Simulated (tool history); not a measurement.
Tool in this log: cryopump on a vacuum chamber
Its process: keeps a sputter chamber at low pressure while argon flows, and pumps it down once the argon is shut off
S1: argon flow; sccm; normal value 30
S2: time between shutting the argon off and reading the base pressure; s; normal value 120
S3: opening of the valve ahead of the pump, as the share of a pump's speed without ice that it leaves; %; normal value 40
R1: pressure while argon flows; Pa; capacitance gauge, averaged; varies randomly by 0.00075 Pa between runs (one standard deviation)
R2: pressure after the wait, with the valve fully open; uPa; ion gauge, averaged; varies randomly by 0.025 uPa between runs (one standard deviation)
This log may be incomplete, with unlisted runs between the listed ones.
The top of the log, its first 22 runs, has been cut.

run,day,S1,S2,S3,R1,R2
23,16.012,30,238,40,0.1497,2.18
24,16.954,30,238,40,0.1493,2.28
25,17.675,30,120,15,0.3817,2.63
26,18.167,30,120,15,0.3809,2.58
27,18.838,20,120,40,0.0989,2.64
28,19.629,12,120,40,0.0598,2.67
29,20.067,46,84,50,0.187,2.86
30,20.979,46,84,50,0.1872,3.04
31,21.404,46,185,30,0.3007,2.52
32,22.296,30,34,38,0.1573,4.39
33,22.938,30,34,38,0.1575,4.45
34,23.408,30,147,34,0.1765,2.78

Predict each of these 3 candidate next runs independently; none follows another, all start after run 34:
A,23.971,19,94,58,?,?
B,23.971,56,120,40,?,?
C,23.971,20,103,24,?,?

run,R1,R2
A,0.0681,3.1
B,0.2793,2.91
C,0.1632,3.02
What these runs would have given with no unlogged condition in the tool:
run,R1,R2
A,0.0609,1.15
B,0.2583,0.97
C,0.1557,1.08
